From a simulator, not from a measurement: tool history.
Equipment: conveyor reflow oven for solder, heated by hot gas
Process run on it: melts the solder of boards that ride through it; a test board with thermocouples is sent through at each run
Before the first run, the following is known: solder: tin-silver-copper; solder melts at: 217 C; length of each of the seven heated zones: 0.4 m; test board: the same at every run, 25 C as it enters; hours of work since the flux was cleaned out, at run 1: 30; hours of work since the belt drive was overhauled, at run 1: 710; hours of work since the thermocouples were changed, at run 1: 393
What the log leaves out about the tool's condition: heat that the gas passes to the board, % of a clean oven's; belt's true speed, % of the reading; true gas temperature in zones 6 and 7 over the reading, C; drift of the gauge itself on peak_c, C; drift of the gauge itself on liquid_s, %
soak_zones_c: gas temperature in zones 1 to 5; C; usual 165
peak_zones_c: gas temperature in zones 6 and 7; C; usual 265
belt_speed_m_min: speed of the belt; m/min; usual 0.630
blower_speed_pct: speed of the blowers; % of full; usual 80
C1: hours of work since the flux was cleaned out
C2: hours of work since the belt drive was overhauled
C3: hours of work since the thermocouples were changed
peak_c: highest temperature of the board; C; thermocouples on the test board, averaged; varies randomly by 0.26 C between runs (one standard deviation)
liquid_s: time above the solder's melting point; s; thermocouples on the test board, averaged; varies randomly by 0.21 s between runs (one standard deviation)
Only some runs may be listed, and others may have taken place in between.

Run 1, hour 0.0: usual settings; C1 30; C2 710; C3 393. Result: peak_c 251.8 C, liquid_s 56.3 s.
Run 2, hour 60.9: usual settings; C1 67; C2 747; C3 431. Result: peak_c 251.8 C, liquid_s 55.9 s.
Run 3, hour 122.3: usual settings; C1 105; C2 785; C3 468. Result: peak_c 250.8 C, liquid_s 55.9 s.
Run 4, hour 191.1: usual settings; C1 147; C2 827; C3 511. Result: peak_c 250.8 C, liquid_s 55.6 s.
Run 5, hour 239.5: usual settings; C1 177; C2 857; C3 540. Result: peak_c 251.3 C, liquid_s 55.3 s.
At hour 287.5: flux residue cleaned out of gas plates and filters.
Run 6, hour 297.8: usual settings; C1 6; C2 890; C3 573. Result: peak_c 252.0 C, liquid_s 57.0 s.
At hour 344.1: belt drive overhauled, speed set with a stopwatch.
Run 7, hour 366.6: usual settings; C1 46; C2 14; C3 613. Result: peak_c 250.3 C, liquid_s 54.3 s.
Run 8, hour 435.8: usual settings but belt_speed_m_min 0.746 m/min; C1 89; C2 56; C3 655. Result: peak_c 245.0 C, liquid_s 40.6 s.
Run 9, hour 500.5: usual settings but belt_speed_m_min 0.692 m/min; C1 128; C2 96; C3 695. Result: peak_c 247.4 C, liquid_s 46.0 s.
Run 10, hour 565.4: usual settings but belt_speed_m_min 0.692 m/min; C1 168; C2 136; C3 735. Result: peak_c 247.2 C, liquid_s 45.5 s.
At hour 628.5: flux residue cleaned out of gas plates and filters.
Run 11, hour 630.5: usual settings but peak_zones_c 274 C; C1 1; C2 173; C3 771. Result: peak_c 259.6 C, liquid_s 59.8 s.
Run 12, hour 668.8: usual settings but peak_zones_c 274 C; C1 25; C2 196; C3 795. Result: peak_c 259.1 C, liquid_s 59.3 s.
Run 13, hour 725.4: usual settings but peak_zones_c 274 C; C1 59; C2 231; C3 830. Result: peak_c 258.7 C, liquid_s 59.4 s.
Run 14, hour 774.3: usual settings but blower_speed_pct 67 % of full; C1 89; C2 261; C3 860. Result: peak_c 248.4 C, liquid_s 52.0 s.
Run 15, hour 828.7: usual settings but blower_speed_pct 67 % of full; C1 123; C2 294; C3 893. Result: peak_c 248.0 C, liquid_s 52.0 s.
Run 16, hour 895.1: usual settings but blower_speed_pct 67 % of full; C1 163; C2 335; C3 934. Result: peak_c 248.7 C, liquid_s 51.3 s.
Run 17, hour 937.5: usual settings but blower_speed_pct 67 % of full; C1 190; C2 361; C3 960. Result: peak_c 247.7 C, liquid_s 51.4 s.
At hour 966.9: flux residue cleaned out of gas plates and filters.
Run 18, hour 982.9: usual settings but blower_speed_pct 67 % of full; C1 10; C2 386; C3 984. Result: peak_c 249.1 C, liquid_s 52.8 s.
Run 19, hour 1056.0: usual settings but blower_speed_pct 67 % of full; C1 55; C2 430; C3 1029. Result: peak_c 248.5 C, liquid_s 52.4 s.
Run 20, hour 1106.8: usual settings but blower_speed_pct 67 % of full; C1 86; C2 462; C3 1060. Result: peak_c 248.7 C, liquid_s 52.3 s.
Run 21, hour 1142.3: usual settings but blower_speed_pct 86 % of full; C1 108; C2 483; C3 1082. Result: peak_c 250.7 C, liquid_s 55.1 s.
Run 22, hour 1209.7: usual settings but blower_speed_pct 86 % of full; C1 149; C2 525; C3 1124. Result: peak_c 250.6 C, liquid_s 54.4 s.
Run 23, hour 1269.7: usual settings but peak_zones_c 274 C, belt_speed_m_min 0.608 m/min, blower_speed_pct 65 % of full; C1 186; C2 561; C3 1160. Result: peak_c 256.3 C, liquid_s 60.4 s.
At hour 1308.5: flux residue cleaned out of gas plates and filters.
Run 24, hour 1339.5: usual settings but soak_zones_c 174 C, peak_zones_c 274 C, belt_speed_m_min 0.660 m/min, blower_speed_pct 74 % of full; C1 19; C2 601; C3 1200. Result: peak_c 258.3 C, liquid_s 58.8 s.

For run 25, what comes out?
At hour 1369.2: thermocouples of zones 6 and 7 changed.
Run 25, hour 1373.8: usual settings but soak_zones_c 152 C, peak_zones_c 274 C, belt_speed_m_min 0.517 m/min, blower_speed_pct 62 % of full; C1 39; C2 621; C3 3. Result: peak_c ?, liquid_s ?.

{"run 25": {"peak_c": 262.4, "liquid_s": 72.6}}
Were there no unlogged condition in the tool, this run, its random variation unchanged, would have produced peak_c 262.6 C, liquid_s 71.5 s.
